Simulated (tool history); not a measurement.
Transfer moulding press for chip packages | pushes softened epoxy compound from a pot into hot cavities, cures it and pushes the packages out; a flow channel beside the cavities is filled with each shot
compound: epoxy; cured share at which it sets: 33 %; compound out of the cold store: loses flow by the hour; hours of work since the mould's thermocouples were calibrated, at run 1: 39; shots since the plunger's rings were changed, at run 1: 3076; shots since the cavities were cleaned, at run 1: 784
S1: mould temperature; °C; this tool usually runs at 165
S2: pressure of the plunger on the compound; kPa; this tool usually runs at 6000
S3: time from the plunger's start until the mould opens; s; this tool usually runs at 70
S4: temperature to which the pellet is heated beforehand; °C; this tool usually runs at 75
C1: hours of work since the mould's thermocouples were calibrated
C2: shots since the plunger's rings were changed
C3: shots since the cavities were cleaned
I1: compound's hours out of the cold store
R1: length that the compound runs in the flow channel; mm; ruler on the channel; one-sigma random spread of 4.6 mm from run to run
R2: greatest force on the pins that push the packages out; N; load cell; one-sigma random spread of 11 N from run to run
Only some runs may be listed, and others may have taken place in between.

run   hour   S1    S2  S3  S4   C1    C2   C3    I1   R1   R2
  1    0.0  165  6000  70  75   39  3076  784  29.7  808  491
  2   12.8  165  6000  70  75   44  3213  921  41.4  779  471
      18.6  -- cavities cleaned with cleaning compound and waxed
  3   25.4  165  6000  70  75   49  3331   73  13.4  866  495
  4   35.9  165  6000  70  75   53  3443  185  37.4  794  473
  5   46.1  165  6000  70  75   57  3551  293  41.5  783  476
  6   61.7  165  6000  70  75   63  3718  460  23.1  837  499
  7   77.0  165  6000  70  75   70  3881  623  13.5  860  497
  8   83.5  165  6000  70  75   72  3950  692  15.3  858  488
  9   98.3  159  6000  70  83   78  4107  849  17.6  869  673
     110.7  -- cavities cleaned with cleaning compound and waxed
 10  110.9  165  6650  70  80   83  4226    2  36.8  833  496
 11  122.7  165  6650  70  79   87  4351  127  21.5  875  486
 12  136.9  165  6000  94  71   93  4503  279  11.4  870  442
 13  144.6  165  4690  89  75   96  4585  361  44.1  686  457
 14  152.2  165  4690  89  75   99  4666  442  34.3  710  429
     169.1  -- plunger's sealing rings changed
 15  169.1  165  4690  89  75  105     0  595  24.7  730  426

Forecast each of these 5 alternatives for the next run:
  A  176.4  165  5040  94  75  108  79  674  39.5   ?   ?
  B  176.4  169  4690  55  75  108  79  674  17.3   ?   ?
  C  176.4  165  4690  83  75  108  79  674  21.0   ?   ?
  D  176.4  165  4620  70  75  108  79  674   9.4   ?   ?
  E  176.4  165  4690  89  77  108  79  674  10.9   ?   ?

run   R1   R2
  A  725  428
  B  741  577
  C  747  458
  D  776  508
  E  782  438
With the hidden condition removed and each run's random variation left untouched, the same runs would have given:
run   R1   R2
  A  725  423
  B  741  571
  C  747  453
  D  776  502
  E  783  433

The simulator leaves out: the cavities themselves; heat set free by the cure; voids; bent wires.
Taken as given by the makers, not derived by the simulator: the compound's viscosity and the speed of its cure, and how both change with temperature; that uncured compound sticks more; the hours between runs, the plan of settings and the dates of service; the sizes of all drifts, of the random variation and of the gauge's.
